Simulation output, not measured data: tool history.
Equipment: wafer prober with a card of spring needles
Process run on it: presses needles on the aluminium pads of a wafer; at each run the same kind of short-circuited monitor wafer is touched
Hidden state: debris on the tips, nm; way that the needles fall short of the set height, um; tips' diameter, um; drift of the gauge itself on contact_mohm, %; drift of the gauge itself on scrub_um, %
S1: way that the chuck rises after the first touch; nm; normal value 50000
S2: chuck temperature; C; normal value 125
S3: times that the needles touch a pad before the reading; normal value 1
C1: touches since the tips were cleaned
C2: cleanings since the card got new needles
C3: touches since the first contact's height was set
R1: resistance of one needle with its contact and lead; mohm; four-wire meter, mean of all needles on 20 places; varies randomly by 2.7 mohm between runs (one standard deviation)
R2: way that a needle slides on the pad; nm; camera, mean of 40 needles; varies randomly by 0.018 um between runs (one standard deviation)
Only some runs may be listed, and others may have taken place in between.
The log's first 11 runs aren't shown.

run,hour,S1,S2,S3,C1,C2,C3,R1,R2
12,120.6,50000,125,1,7728,22,47157,313,9870
# hour 122.3: tips cleaned on abrasive film
13,135.7,50000,125,1,3867,23,51464,309,9900
# hour 151.2: tips cleaned on abrasive film
14,151.3,50000,125,1,42,24,55909,312,9900
15,164.7,50000,125,1,3892,24,59759,313,9880
16,172.6,50000,125,1,6138,24,62005,308,9880
# hour 180.9: tips cleaned on abrasive film
17,187.9,50000,113,1,2016,25,66373,301,9910
18,200.2,50000,113,1,5559,25,69916,302,9900
# hour 209.5: tips cleaned on abrasive film
19,210.4,61000,113,2,259,26,72814,302,12080
20,227.1,61000,86,1,5052,26,77607,296,12110
# hour 238.5: tips cleaned on abrasive film
21,238.8,61000,86,1,96,27,80936,289,12090
22,253.2,39000,56,1,4220,27,85060,289,7730
# hour 267.3: tips cleaned on abrasive film
23,267.3,57000,49,1,0,28,89072,282,11320
24,277.4,57000,49,1,2908,28,91980,283,11310
25,288.2,57000,49,1,6007,28,95079,284,11290
# hour 296.9: tips cleaned on abrasive film
26,300.1,50000,54,2,906,29,98462,287,9880
27,312.8,50000,54,2,4552,29,102108,285,9900
# hour 326.3: tips cleaned on abrasive film
28,328.4,34000,117,2,589,30,106543,319,6730
29,337.0,34000,117,2,3078,30,109032,321,6720
30,350.0,34000,117,2,6791,30,112745,317,6740
# hour 356.2: tips cleaned on abrasive film
31,366.8,34000,117,2,3056,31,117550,316,6710
32,380.2,33000,125,2,6897,31,121391,324,6530
# hour 385.0: tips cleaned on abrasive film
33,390.7,33000,125,2,1644,32,124380,320,6540
34,407.7,33000,125,2,6525,32,129261,323,6500
# hour 413.4: tips cleaned on abrasive film
35,424.6,55000,125,1,3213,33,134090,308,10900
# hour 442.1: tips cleaned on abrasive film
36,442.1,55000,42,2,0,34,139073,280,10910

3 ways to go on from here, each from the tool as it stands after run 36. What would each give?
A,454.2,36000,45,1,3466,34,142539,?,?
B,454.2,64000,42,2,3466,34,142539,?,?
C,454.2,54000,58,1,3466,34,142539,?,?

run,R1,R2
A,296,7120
B,283,12680
C,287,10700
The same runs, with their run-to-run variation unchanged, on a tool lacking any hidden condition would have given:
run,R1,R2
A,295,7130
B,282,12680
C,287,10710

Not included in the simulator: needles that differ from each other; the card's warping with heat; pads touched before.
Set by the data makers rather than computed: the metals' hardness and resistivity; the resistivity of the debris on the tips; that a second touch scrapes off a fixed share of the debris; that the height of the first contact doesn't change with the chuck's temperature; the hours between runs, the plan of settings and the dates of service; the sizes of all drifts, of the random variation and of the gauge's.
